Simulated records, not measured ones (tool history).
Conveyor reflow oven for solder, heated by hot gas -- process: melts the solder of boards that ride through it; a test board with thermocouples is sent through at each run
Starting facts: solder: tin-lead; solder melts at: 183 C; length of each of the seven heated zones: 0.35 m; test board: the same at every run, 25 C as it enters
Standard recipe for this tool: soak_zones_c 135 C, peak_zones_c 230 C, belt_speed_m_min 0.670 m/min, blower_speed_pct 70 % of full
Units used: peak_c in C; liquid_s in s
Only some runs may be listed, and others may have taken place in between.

run 1 hour=0.0 | soak_zones_c=135 peak_zones_c=230 belt_speed_m_min=0.670 blower_speed_pct=70 | peak_c=210.2 liquid_s=40.2
run 2 hour=19.2 | soak_zones_c=135 peak_zones_c=244 belt_speed_m_min=0.670 blower_speed_pct=70 | peak_c=220.3 liquid_s=46.7
run 3 hour=25.9 | soak_zones_c=135 peak_zones_c=244 belt_speed_m_min=0.670 blower_speed_pct=70 | peak_c=219.6 liquid_s=46.6
run 4 hour=36.6 | soak_zones_c=135 peak_zones_c=244 belt_speed_m_min=0.670 blower_speed_pct=70 | peak_c=219.6 liquid_s=47.0
run 5 hour=43.7 | soak_zones_c=135 peak_zones_c=244 belt_speed_m_min=0.670 blower_speed_pct=70 | peak_c=219.7 liquid_s=46.5
run 6 hour=59.2 | soak_zones_c=135 peak_zones_c=244 belt_speed_m_min=0.670 blower_speed_pct=70 | peak_c=219.5 liquid_s=47.0
run 7 hour=68.9 | soak_zones_c=135 peak_zones_c=244 belt_speed_m_min=0.670 blower_speed_pct=70 | peak_c=219.5 liquid_s=46.6
run 8 hour=88.0 | soak_zones_c=135 peak_zones_c=244 belt_speed_m_min=0.670 blower_speed_pct=55 | peak_c=221.5 liquid_s=48.0
run 9 hour=97.6 | soak_zones_c=135 peak_zones_c=244 belt_speed_m_min=0.670 blower_speed_pct=55 | peak_c=221.0 liquid_s=48.1
run 10 hour=106.4 | soak_zones_c=135 peak_zones_c=244 belt_speed_m_min=0.670 blower_speed_pct=55 | peak_c=221.0 liquid_s=47.9
run 11 hour=115.8 | soak_zones_c=135 peak_zones_c=244 belt_speed_m_min=0.670 blower_speed_pct=55 | peak_c=221.9 liquid_s=47.7
run 12 hour=130.6 | soak_zones_c=135 peak_zones_c=244 belt_speed_m_min=0.670 blower_speed_pct=55 | peak_c=221.6 liquid_s=48.0
run 13 hour=139.8 | soak_zones_c=123 peak_zones_c=230 belt_speed_m_min=0.662 blower_speed_pct=57 | peak_c=208.0 liquid_s=35.6

Not shown here: 2 entries made in the log between runs. Locate each between two listed runs and compare the hidden state at the listed run before it with the hidden state at the listed run after it:
After run 1, before run 2: flux residue cleaned out of gas plates and filters (hour 16.0)
  heat that the gas passes to the board, % of a clean oven's: 89 -> 84.8; belt's true speed, % of the reading: 99.46 -> 99.44; true gas temperature in zones 6 and 7 over the reading, C: 2.33 -> 2.37
  measured result minus the result with no hidden state, peak_c: -1.1 -> -3.1 C; liquid_s: -1.3 -> -2.0 s
After run 7, before run 8: flux residue cleaned out of gas plates and filters, once more (hour 74.9)
  heat that the gas passes to the board, % of a clean oven's: 83.6 -> 99.2; belt's true speed, % of the reading: 99.39 -> 99.37; true gas temperature in zones 6 and 7 over the reading, C: 2.48 -> 2.51
  measured result minus the result with no hidden state, peak_c: -3.5 -> +2.1 C; liquid_s: -2.3 -> +1.6 s

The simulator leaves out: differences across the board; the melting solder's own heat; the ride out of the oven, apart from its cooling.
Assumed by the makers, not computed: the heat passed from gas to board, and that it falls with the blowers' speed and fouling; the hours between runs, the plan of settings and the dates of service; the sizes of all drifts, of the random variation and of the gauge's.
